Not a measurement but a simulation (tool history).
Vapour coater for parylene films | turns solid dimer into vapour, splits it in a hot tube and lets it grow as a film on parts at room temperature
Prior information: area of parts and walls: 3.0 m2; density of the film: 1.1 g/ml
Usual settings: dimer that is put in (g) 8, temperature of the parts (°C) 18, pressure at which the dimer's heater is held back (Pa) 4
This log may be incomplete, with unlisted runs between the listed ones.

| run | day | dimer that is put in (g) | temperature of the parts (°C) | pressure at which the dimer's heater is held back (Pa) | thickness of the film (nm) |
|---|---|---|---|---|---|
| 1 | 0 | 8 | 18 | 4 | 1231 |
| 2 | 1.392 | 6 | 18 | 4 | 916 |
|  | 2.388 | trap's valve overhauled |
| 3 | 2.388 | 8 | 18 | 2.42 | 1332 |
| 4 | 3.462 | 8 | 18 | 4 | 1222 |
| 5 | 4.729 | 8 | 18 | 4 | 1241 |
| 6 | 5.533 | 8 | 18 | 4 | 1236 |
| 7 | 6.671 | 3 | 18 | 4 | 471 |
| 8 | 7.321 | 3 | 18 | 4 | 460 |
| 9 | 8.596 | 3 | 18 | 4 | 459 |
| 10 | 9.321 | 8 | 23 | 4 | 960 |
| 11 | 10.283 | 4 | 18 | 4 | 612 |
| 12 | 11.554 | 8 | 11 | 4 | 1731 |
| 13 | 12.829 | 8 | 25 | 4 | 875 |
| 14 | 13.775 | 8 | 25 | 4 | 879 |
| 15 | 14.679 | 8 | 18 | 4 | 1246 |
| 16 | 15.612 | 8 | 18 | 6.59 | 1152 |
| 17 | 16.638 | 8 | 18 | 6.59 | 1136 |
| 18 | 17.271 | 6 | 18 | 6.59 | 857 |
| 19 | 18.55 | 8 | 18 | 4 | 1224 |
| 20 | 19.721 | 8 | 18 | 4 | 1218 |
| 21 | 20.875 | 8 | 18 | 4 | 1220 |
| 22 | 22.012 | 8 | 18 | 4 | 1226 |
| 23 | 22.754 | 8 | 18 | 4 | 1236 |
| 24 | 23.35 | 8 | 18 | 4 | 1245 |
| 25 | 24.021 | 6 | 30 | 7.5 | 472 |
| 26 | 24.654 | 9 | 18 | 11.24 | 1193 |
| 27 | 25.308 | 8 | 18 | 7.28 | 1131 |
| 28 | 26.233 | 8 | 18 | 7.28 | 1126 |
| 29 | 26.821 | 3 | 18 | 7.28 | 415 |
| 30 | 27.888 | 8 | 18 | 6.6 | 1136 |
| 31 | 28.504 | 8 | 18 | 6.6 | 1138 |
| 32 | 29.854 | 8 | 18 | 2.1 | 1332 |
| 33 | 31.067 | 4 | 14 | 4 | 747 |
| 34 | 32.067 | 8 | 17 | 9.49 | 1142 |
| 35 | 32.942 | 8 | 19 | 7.01 | 1066 |
| 36 | 33.812 | 11 | 27 | 4.39 | 1080 |
| 37 | 34.612 | 9 | 13 | 4 | 1754 |
| 38 | 35.258 | 12 | 13 | 2.95 | 2450 |
| 39 | 36.388 | 12 | 13 | 2.95 | 2465 |
| 40 | 37.083 | 3 | 11 | 2.95 | 672 |
| 41 | 38.112 | 3 | 11 | 2.95 | 700 |
| 42 | 39.021 | 8 | 18 | 2.19 | 1333 |
| 43 | 39.983 | 11 | 27 | 2.19 | 1187 |
| 44 | 41.4 | 5 | 17 | 2.99 | 840 |
| 45 | 42.012 | 5 | 17 | 2.99 | 823 |
| 46 | 43.3 | 5 | 17 | 2.07 | 890 |

Branching from run 46: 3 alternative next runs. What would each branch give?
| A | 44.004 | 5 | 14 | 2.38 | ? |
| B | 44.004 | 8 | 25 | 4 | ? |
| C | 44.004 | 7 | 17 | 9.82 | ? |

| run | thickness of the film (nm) |
|---|---|
| A | 1009 |
| B | 878 |
| C | 994 |
With the hidden condition removed and each run's random variation left untouched, the same runs would have given:
| run | thickness of the film (nm) |
|---|---|
| A | 1013 |
| B | 881 |
| C | 998 |

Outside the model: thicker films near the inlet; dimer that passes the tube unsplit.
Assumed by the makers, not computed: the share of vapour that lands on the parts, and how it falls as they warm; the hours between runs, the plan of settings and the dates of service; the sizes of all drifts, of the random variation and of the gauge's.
